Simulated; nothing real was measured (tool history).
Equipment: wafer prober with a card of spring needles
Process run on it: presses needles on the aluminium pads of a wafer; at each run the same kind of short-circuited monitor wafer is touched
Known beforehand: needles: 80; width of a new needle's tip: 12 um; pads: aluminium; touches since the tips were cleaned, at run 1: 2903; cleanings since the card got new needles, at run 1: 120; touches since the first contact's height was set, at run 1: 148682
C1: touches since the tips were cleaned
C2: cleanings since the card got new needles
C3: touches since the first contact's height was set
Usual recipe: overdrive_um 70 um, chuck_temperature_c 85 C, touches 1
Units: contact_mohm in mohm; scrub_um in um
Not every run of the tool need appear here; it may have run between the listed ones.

{"run": 1, "hour": 0.0, "overdrive_um": 70, "chuck_temperature_c": 85, "touches": 1, "C1": 2903, "C2": 120, "C3": 148682, "contact_mohm": 255, "scrub_um": 17.53}
{"hour": 1.7, "done": "tips cleaned on abrasive film"}
{"hour": 8.2, "done": "tips cleaned on abrasive film"}
{"hour": 16.4, "done": "tips cleaned on abrasive film"}
{"hour": 24.5, "done": "tips cleaned on abrasive film"}
{"hour": 32.7, "done": "tips cleaned on abrasive film"}
{"hour": 40.8, "done": "tips cleaned on abrasive film"}
{"run": 2, "hour": 42.2, "overdrive_um": 70, "chuck_temperature_c": 85, "touches": 1, "C1": 798, "C2": 126, "C3": 172256, "contact_mohm": 251, "scrub_um": 17.35}
{"hour": 48.8, "done": "tips cleaned on abrasive film"}
{"hour": 56.9, "done": "tips cleaned on abrasive film"}
{"hour": 57.2, "done": "height of the first contact set anew"}
{"hour": 65.4, "done": "tips cleaned on abrasive film"}
{"hour": 71.9, "done": "tips cleaned on abrasive film"}
{"hour": 78.4, "done": "tips cleaned on abrasive film"}
{"run": 3, "hour": 83.5, "overdrive_um": 70, "chuck_temperature_c": 85, "touches": 1, "C1": 2836, "C2": 131, "C3": 14681, "contact_mohm": 257, "scrub_um": 18.3}
{"hour": 85.2, "done": "tips cleaned on abrasive film"}
{"hour": 93.3, "done": "tips cleaned on abrasive film"}
{"hour": 99.9, "done": "tips cleaned on abrasive film"}
{"hour": 106.4, "done": "tips cleaned on abrasive film"}
{"hour": 114.5, "done": "tips cleaned on abrasive film"}
{"hour": 121.1, "done": "tips cleaned on abrasive film"}
{"run": 4, "hour": 123.2, "overdrive_um": 70, "chuck_temperature_c": 85, "touches": 1, "C1": 1223, "C2": 137, "C3": 36865, "contact_mohm": 253, "scrub_um": 18.31}
{"hour": 128.2, "done": "tips cleaned on abrasive film"}
{"hour": 134.7, "done": "tips cleaned on abrasive film"}
{"hour": 142.9, "done": "tips cleaned on abrasive film"}
{"hour": 151.0, "done": "tips cleaned on abrasive film"}
{"run": 5, "hour": 155.8, "overdrive_um": 70, "chuck_temperature_c": 85, "touches": 1, "C1": 2734, "C2": 141, "C3": 55087, "contact_mohm": 259, "scrub_um": 18.1}
{"hour": 158.7, "done": "tips cleaned on abrasive film"}
{"hour": 165.3, "done": "tips cleaned on abrasive film"}
{"hour": 173.4, "done": "tips cleaned on abrasive film"}
{"hour": 180.0, "done": "tips cleaned on abrasive film"}
{"hour": 188.1, "done": "tips cleaned on abrasive film"}
{"hour": 196.3, "done": "tips cleaned on abrasive film"}
{"run": 6, "hour": 201.9, "overdrive_um": 70, "chuck_temperature_c": 85, "touches": 1, "C1": 3190, "C2": 147, "C3": 80820, "contact_mohm": 258, "scrub_um": 18.08}
{"hour": 203.6, "done": "tips cleaned on abrasive film"}
{"hour": 211.7, "done": "tips cleaned on abrasive film"}
{"hour": 218.3, "done": "tips cleaned on abrasive film"}
{"hour": 226.4, "done": "tips cleaned on abrasive film"}
{"hour": 234.6, "done": "tips cleaned on abrasive film"}
{"hour": 241.1, "done": "tips cleaned on abrasive film"}
{"hour": 249.3, "done": "tips cleaned on abrasive film"}
{"run": 7, "hour": 252.5, "overdrive_um": 70, "chuck_temperature_c": 85, "touches": 1, "C1": 1848, "C2": 154, "C3": 109090, "contact_mohm": 247, "scrub_um": 17.9}
{"hour": 255.9, "done": "tips cleaned on abrasive film"}
{"hour": 262.4, "done": "tips cleaned on abrasive film"}
{"hour": 270.5, "done": "tips cleaned on abrasive film"}
{"hour": 278.7, "done": "tips cleaned on abrasive film"}
{"hour": 286.8, "done": "tips cleaned on abrasive film"}
{"hour": 293.4, "done": "tips cleaned on abrasive film"}
{"hour": 301.5, "done": "tips cleaned on abrasive film"}
{"run": 8, "hour": 304.4, "overdrive_um": 70, "chuck_temperature_c": 85, "touches": 1, "C1": 1630, "C2": 161, "C3": 138064, "contact_mohm": 254, "scrub_um": 17.75}
{"hour": 309.3, "done": "tips cleaned on abrasive film"}
{"hour": 317.5, "done": "tips cleaned on abrasive film"}
{"hour": 325.6, "done": "tips cleaned on abrasive film"}
{"hour": 332.2, "done": "tips cleaned on abrasive film"}
{"hour": 340.3, "done": "tips cleaned on abrasive film"}
{"hour": 346.9, "done": "tips cleaned on abrasive film"}
{"run": 9, "hour": 349.9, "overdrive_um": 70, "chuck_temperature_c": 85, "touches": 1, "C1": 1702, "C2": 167, "C3": 163455, "contact_mohm": 254, "scrub_um": 17.41}
{"hour": 354.8, "done": "tips cleaned on abrasive film"}
{"hour": 361.3, "done": "tips cleaned on abrasive film"}
{"hour": 369.5, "done": "tips cleaned on abrasive film"}
{"hour": 377.6, "done": "tips cleaned on abrasive film"}
{"hour": 380.4, "done": "height of the first contact set anew"}
{"run": 10, "hour": 380.4, "overdrive_um": 70, "chuck_temperature_c": 85, "touches": 1, "C1": 1429, "C2": 171, "C3": 0, "contact_mohm": 253, "scrub_um": 18.5}
{"hour": 385.4, "done": "tips cleaned on abrasive film"}
{"hour": 393.5, "done": "tips cleaned on abrasive film"}
{"hour": 401.7, "done": "tips cleaned on abrasive film"}
{"run": 11, "hour": 405.8, "overdrive_um": 70, "chuck_temperature_c": 85, "touches": 1, "C1": 2327, "C2": 174, "C3": 14171, "contact_mohm": 260, "scrub_um": 18.38}
{"hour": 409.1, "done": "tips cleaned on abrasive film"}
{"hour": 417.2, "done": "tips cleaned on abrasive film"}
{"hour": 425.4, "done": "tips cleaned on abrasive film"}
{"hour": 437.4, "done": "card fitted with new needles"}
{"hour": 443.9, "done": "tips cleaned on abrasive film"}
{"hour": 451.8, "done": "tips cleaned on abrasive film"}
{"run": 12, "hour": 451.8, "overdrive_um": 66, "chuck_temperature_c": 85, "touches": 1, "C1": 0, "C2": 2, "C3": 8052, "contact_mohm": 250, "scrub_um": 17.32}
{"hour": 460.0, "done": "tips cleaned on abrasive film"}
{"hour": 466.5, "done": "tips cleaned on abrasive film"}
{"hour": 474.6, "done": "tips cleaned on abrasive film"}
{"hour": 481.2, "done": "tips cleaned on abrasive film"}
{"hour": 489.3, "done": "tips cleaned on abrasive film"}
{"hour": 497.5, "done": "tips cleaned on abrasive film"}
{"hour": 504.0, "done": "tips cleaned on abrasive film"}
{"run": 13, "hour": 505.7, "overdrive_um": 66, "chuck_temperature_c": 85, "touches": 1, "C1": 931, "C2": 9, "C3": 38139, "contact_mohm": 248, "scrub_um": 16.98}
{"hour": 510.6, "done": "tips cleaned on abrasive film"}
{"hour": 518.7, "done": "tips cleaned on abrasive film"}
{"hour": 526.9, "done": "tips cleaned on abrasive film"}
{"hour": 535.0, "done": "tips cleaned on abrasive film"}
{"hour": 543.2, "done": "tips cleaned on abrasive film"}
{"run": 14, "hour": 545.1, "overdrive_um": 66, "chuck_temperature_c": 85, "touches": 1, "C1": 1113, "C2": 14, "C3": 60194, "contact_mohm": 253, "scrub_um": 17.02}
{"hour": 550.0, "done": "tips cleaned on abrasive film"}
{"hour": 558.2, "done": "tips cleaned on abrasive film"}
{"hour": 564.7, "done": "tips cleaned on abrasive film"}
{"hour": 571.3, "done": "tips cleaned on abrasive film"}
{"hour": 579.4, "done": "tips cleaned on abrasive film"}
{"hour": 586.0, "done": "tips cleaned on abrasive film"}
{"hour": 594.1, "done": "tips cleaned on abrasive film"}
{"run": 15, "hour": 597.5, "overdrive_um": 73, "chuck_temperature_c": 74, "touches": 1, "C1": 1931, "C2": 21, "C3": 89457, "contact_mohm": 248, "scrub_um": 18.58}
{"hour": 600.8, "done": "tips cleaned on abrasive film"}
{"hour": 609.0, "done": "tips cleaned on abrasive film"}
{"hour": 617.1, "done": "tips cleaned on abrasive film"}
{"hour": 625.3, "done": "tips cleaned on abrasive film"}
{"hour": 633.4, "done": "tips cleaned on abrasive film"}
{"run": 16, "hour": 639.8, "overdrive_um": 67, "chuck_temperature_c": 85, "touches": 2, "C1": 3636, "C2": 26, "C3": 113137, "contact_mohm": 249, "scrub_um": 16.91}
{"hour": 641.5, "done": "tips cleaned on abrasive film"}
{"hour": 648.1, "done": "tips cleaned on abrasive film"}
{"hour": 654.6, "done": "tips cleaned on abrasive film"}
{"hour": 662.8, "done": "tips cleaned on abrasive film"}
{"hour": 669.3, "done": "tips cleaned on abrasive film"}
{"hour": 677.5, "done": "tips cleaned on abrasive film"}
{"run": 17, "hour": 679.5, "overdrive_um": 67, "chuck_temperature_c": 85, "touches": 2, "C1": 1173, "C2": 32, "C3": 135265, "contact_mohm": 249, "scrub_um": 16.63}
{"hour": 684.4, "done": "tips cleaned on abrasive film"}
{"hour": 691.0, "done": "tips cleaned on abrasive film"}
{"hour": 697.5, "done": "tips cleaned on abrasive film"}
{"hour": 705.7, "done": "tips cleaned on abrasive film"}
{"hour": 712.2, "done": "tips cleaned on abrasive film"}
{"run": 18, "hour": 716.9, "overdrive_um": 63, "chuck_temperature_c": 104, "touches": 1, "C1": 2654, "C2": 37, "C3": 156140, "contact_mohm": 263, "scrub_um": 15.53}
{"hour": 720.2, "done": "tips cleaned on abrasive film"}
{"hour": 728.4, "done": "tips cleaned on abrasive film"}
{"hour": 736.5, "done": "tips cleaned on abrasive film"}
{"hour": 743.1, "done": "tips cleaned on abrasive film"}
{"run": 19, "hour": 743.8, "overdrive_um": 63, "chuck_temperature_c": 104, "touches": 1, "C1": 425, "C2": 41, "C3": 171144, "contact_mohm": 253, "scrub_um": 15.52}
{"hour": 750.3, "done": "tips cleaned on abrasive film"}
{"hour": 758.5, "done": "tips cleaned on abrasive film"}
{"hour": 760.4, "done": "height of the first contact set anew"}
{"hour": 766.9, "done": "tips cleaned on abrasive film"}
{"hour": 773.5, "done": "tips cleaned on abrasive film"}
{"hour": 781.6, "done": "tips cleaned on abrasive film"}
{"run": 20, "hour": 786.5, "overdrive_um": 63, "chuck_temperature_c": 104, "touches": 1, "C1": 2752, "C2": 46, "C3": 14596, "contact_mohm": 263, "scrub_um": 16.42}
{"hour": 789.8, "done": "tips cleaned on abrasive film"}
{"hour": 796.3, "done": "tips cleaned on abrasive film"}
{"hour": 804.4, "done": "tips cleaned on abrasive film"}
{"hour": 812.6, "done": "tips cleaned on abrasive film"}
{"run": 21, "hour": 815.4, "overdrive_um": 70, "chuck_temperature_c": 85, "touches": 2, "C1": 1599, "C2": 50, "C3": 30751, "contact_mohm": 245, "scrub_um": 18.18}
{"hour": 820.3, "done": "tips cleaned on abrasive film"}
{"hour": 828.5, "done": "tips cleaned on abrasive film"}
{"hour": 835.0, "done": "tips cleaned on abrasive film"}
{"hour": 841.6, "done": "tips cleaned on abrasive film"}
{"hour": 849.7, "done": "tips cleaned on abrasive film"}
{"hour": 857.9, "done": "tips cleaned on abrasive film"}
{"hour": 864.4, "done": "tips cleaned on abrasive film"}
{"run": 22, "hour": 868.0, "overdrive_um": 65, "chuck_temperature_c": 47, "touches": 1, "C1": 2014, "C2": 57, "C3": 60098, "contact_mohm": 246, "scrub_um": 16.7}
{"hour": 871.3, "done": "tips cleaned on abrasive film"}
{"hour": 877.8, "done": "tips cleaned on abrasive film"}
{"hour": 886.0, "done": "tips cleaned on abrasive film"}
{"hour": 892.5, "done": "tips cleaned on abrasive film"}
{"hour": 899.0, "done": "tips cleaned on abrasive film"}
{"hour": 907.2, "done": "tips cleaned on abrasive film"}
{"hour": 915.3, "done": "tips cleaned on abrasive film"}
{"hour": 921.9, "done": "tips cleaned on abrasive film"}
{"run": 23, "hour": 926.0, "overdrive_um": 70, "chuck_temperature_c": 61, "touches": 3, "C1": 2312, "C2": 65, "C3": 92477, "contact_mohm": 245, "scrub_um": 17.93}
{"hour": 929.3, "done": "tips cleaned on abrasive film"}
{"hour": 935.8, "done": "tips cleaned on abrasive film"}
{"hour": 944.0, "done": "tips cleaned on abrasive film"}
{"hour": 950.5, "done": "tips cleaned on abrasive film"}
{"hour": 958.4, "done": "tips cleaned on abrasive film"}
{"run": 24, "hour": 958.4, "overdrive_um": 70, "chuck_temperature_c": 63, "touches": 2, "C1": 0, "C2": 70, "C3": 110572, "contact_mohm": 242, "scrub_um": 17.7}

Some steps in contact_mohm between neighbouring runs. How much of each would the tool show without its hidden state too (settings, what came in, random variation), and how much is left for the hidden state, with any gauge scatter that isn't in both results?
Unlogged tool condition in this case: debris on the tips, nm; way that the needles fall short of the set height, um; tips' diameter, um; drift of the gauge itself on contact_mohm, %; drift of the gauge itself on scrub_um, %.
Run 1 -> 2: tips cleaned on abrasive film, tips cleaned on abrasive film, tips cleaned on abrasive film, tips cleaned on abrasive film, tips cleaned on abrasive film, tips cleaned on abrasive film. contact_mohm -4 mohm: hidden state -7, all else +3.
Run 11 -> 12: overdrive_um 70 -> 66, tips cleaned on abrasive film, tips cleaned on abrasive film, tips cleaned on abrasive film, card fitted with new needles, tips cleaned on abrasive film, tips cleaned on abrasive film. contact_mohm -10 mohm: hidden state -11, all else +1.
Run 17 -> 18: overdrive_um 67 -> 63, chuck_temperature_c 85 -> 104, touches 2 -> 1, tips cleaned on abrasive film, tips cleaned on abrasive film, tips cleaned on abrasive film, tips cleaned on abrasive film, tips cleaned on abrasive film. contact_mohm +14 mohm: hidden state +7, all else +7.
Run 20 -> 21: overdrive_um 63 -> 70, chuck_temperature_c 104 -> 85, touches 1 -> 2, tips cleaned on abrasive film, tips cleaned on abrasive film, tips cleaned on abrasive film, tips cleaned on abrasive film. contact_mohm -18 mohm: hidden state -7, all else -11.
